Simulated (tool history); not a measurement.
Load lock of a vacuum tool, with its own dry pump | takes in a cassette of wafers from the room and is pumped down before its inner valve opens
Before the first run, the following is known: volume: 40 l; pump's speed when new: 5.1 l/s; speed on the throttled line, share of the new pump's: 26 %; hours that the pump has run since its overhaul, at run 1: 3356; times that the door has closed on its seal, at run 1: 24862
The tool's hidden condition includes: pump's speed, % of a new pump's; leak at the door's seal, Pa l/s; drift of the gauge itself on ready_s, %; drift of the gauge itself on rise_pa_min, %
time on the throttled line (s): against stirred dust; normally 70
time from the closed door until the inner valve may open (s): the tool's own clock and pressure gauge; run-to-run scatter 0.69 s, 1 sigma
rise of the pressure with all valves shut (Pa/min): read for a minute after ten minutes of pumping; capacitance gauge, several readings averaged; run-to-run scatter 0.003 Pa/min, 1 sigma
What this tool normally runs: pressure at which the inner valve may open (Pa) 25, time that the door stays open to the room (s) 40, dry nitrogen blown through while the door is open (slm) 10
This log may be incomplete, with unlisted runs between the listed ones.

| run | hour | time on the throttled line (s) | pressure at which the inner valve may open (Pa) | time that the door stays open to the room (s) | dry nitrogen blown through while the door is open (slm) | hours that the pump has run since its overhaul | times that the door has closed on its seal | incoming humidity of the room's air, % | time from the closed door until the inner valve may open (s) | rise of the pressure with all valves shut (Pa/min) |
|---|---|---|---|---|---|---|---|---|---|---|
| 1 | 0 | 70 | 25 | 40 | 10 | 3356 | 24862 | 44.7 | 118.5 | 0.025 |
| 2 | 82.3 | 70 | 25 | 40 | 10 | 3438 | 25272 | 46.4 | 116.7 | 0.024 |
| 3 | 187.2 | 70 | 25 | 40 | 10 | 3543 | 25794 | 46.5 | 118 | 0.029 |
| 4 | 269.3 | 70 | 25 | 40 | 10 | 3625 | 26204 | 43.8 | 117 | 0.028 |
| 5 | 407.8 | 97 | 25 | 40 | 10 | 3763 | 26894 | 44 | 136.6 | 0.029 |
| 6 | 559.8 | 97 | 25 | 40 | 10 | 3915 | 27651 | 48.5 | 137.7 | 0.033 |
| 7 | 753.2 | 97 | 25 | 40 | 10 | 4109 | 28614 | 46 | 136.9 | 0.03 |
| 8 | 915.2 | 97 | 25 | 40 | 37 | 4271 | 29421 | 48.3 | 136.5 | 0.017 |
| 9 | 1043.4 | 53 | 25 | 40 | 10 | 4399 | 30060 | 44.8 | 104.4 | 0.03 |
| 10 | 1155.4 | 53 | 25 | 40 | 10 | 4511 | 30618 | 47.9 | 104.2 | 0.029 |
| 11 | 1296.6 | 70 | 25 | 40 | 10 | 4652 | 31321 | 45.2 | 116.8 | 0.033 |
| 12 | 1472.4 | 70 | 25 | 40 | 10 | 4828 | 32197 | 45.3 | 117.9 | 0.023 |
| 13 | 1581.6 | 70 | 25 | 40 | 10 | 4937 | 32741 | 46 | 116.9 | 0.033 |
| 14 | 1716 | 70 | 25 | 133 | 10 | 5072 | 33411 | 48.7 | 116.3 | 0.059 |
| 15 | 1839.6 | 70 | 25 | 40 | 13 | 5195 | 34027 | 41.2 | 116.8 | 0.019 |
| 16 | 1942.9 | 70 | 36 | 40 | 10 | 5298 | 34541 | 44.6 | 114.6 | 0.028 |
| 17 | 2111.6 | 96 | 36 | 40 | 10 | 5467 | 35382 | 43.3 | 133.7 | 0.025 |
| 18 | 2213.6 | 96 | 50 | 40 | 10 | 5569 | 35890 | 45.2 | 131.5 | 0.029 |
| 19 | 2393.9 | 65 | 25 | 40 | 26 | 5750 | 36788 | 43.7 | 113 | 0.012 |
| 20 | 2553.8 | 65 | 25 | 40 | 26 | 5909 | 37584 | 44 | 113.6 | 0.018 |
| 21 | 2685.1 | 59 | 34 | 32 | 17 | 6041 | 38239 | 43.7 | 107.2 | 0.012 |
| 22 | 2790.4 | 59 | 37 | 224 | 17 | 6146 | 38763 | 47.5 | 105 | 0.067 |
| 23 | 2953.4 | 36 | 37 | 224 | 17 | 6309 | 39575 | 45.1 | 90.3 | 0.065 |
| 24 | 3065.5 | 115 | 25 | 40 | 10 | 6421 | 40134 | 45 | 148.9 | 0.031 |
| 25 | 3153.7 | 115 | 25 | 40 | 10 | 6509 | 40573 | 42.8 | 150.6 | 0.022 |
| 26 | 3335.3 | 115 | 25 | 40 | 10 | 6691 | 41478 | 43.4 | 150 | 0.035 |
| 27 | 3441.4 | 115 | 25 | 40 | 10 | 6797 | 42007 | 45.2 | 151.2 | 0.034 |
| 28 | 3575.2 | 115 | 25 | 40 | 10 | 6931 | 42673 | 44.7 | 150.8 | 0.033 |
| 29 | 3768 | 59 | 24 | 72 | 18 | 7124 | 43634 | 45.4 | 110.3 | 0.027 |
| 30 | 3883.3 | 70 | 29 | 113 | 10 | 7239 | 44208 | 43.4 | 116 | 0.053 |
| 31 | 4045.8 | 53 | 29 | 113 | 26 | 7401 | 45018 | 45.6 | 103.1 | 0.031 |
| 32 | 4178.2 | 70 | 25 | 40 | 13 | 7534 | 45677 | 46.1 | 117.3 | 0.025 |
| 33 | 4336.7 | 114 | 39 | 40 | 13 | 7692 | 46467 | 43.8 | 146.4 | 0.026 |
|  | 4352.3 | door's seal changed, seat wiped |
| 34 | 4496.4 | 36 | 19 | 118 | 22 | 7850 | 718 | 44.9 | 94.1 | 0.035 |
| 35 | 4687.5 | 70 | 25 | 85 | 10 | 8042 | 1670 | 42.7 | 117.9 | 0.037 |
| 36 | 4859.8 | 82 | 22 | 142 | 7 | 8214 | 2528 | 42.6 | 128.1 | 0.066 |

3 options for the next run, each taken on its own from the tool as it stands now. Forecast them:
| A | 4966.9 | 82 | 22 | 142 | 6 | 8321 | 3062 | 40.6 | ? | ? |
| B | 4966.9 | 82 | 33 | 43 | 7 | 8321 | 3062 | 44.7 | ? | ? |
| C | 4966.9 | 82 | 21 | 102 | 9 | 8321 | 3062 | 44.9 | ? | ? |

| run | time from the closed door until the inner valve may open (s) | rise of the pressure with all valves shut (Pa/min) |
|---|---|---|
| A | 127.8 | 0.074 |
| B | 124.8 | 0.029 |
| C | 128.5 | 0.045 |
What these runs would have given with no unlogged condition in the tool:
| run | time from the closed door until the inner valve may open (s) | rise of the pressure with all valves shut (Pa/min) |
|---|---|---|
| A | 127.7 | 0.074 |
| B | 124.7 | 0.029 |
| C | 128.5 | 0.045 |

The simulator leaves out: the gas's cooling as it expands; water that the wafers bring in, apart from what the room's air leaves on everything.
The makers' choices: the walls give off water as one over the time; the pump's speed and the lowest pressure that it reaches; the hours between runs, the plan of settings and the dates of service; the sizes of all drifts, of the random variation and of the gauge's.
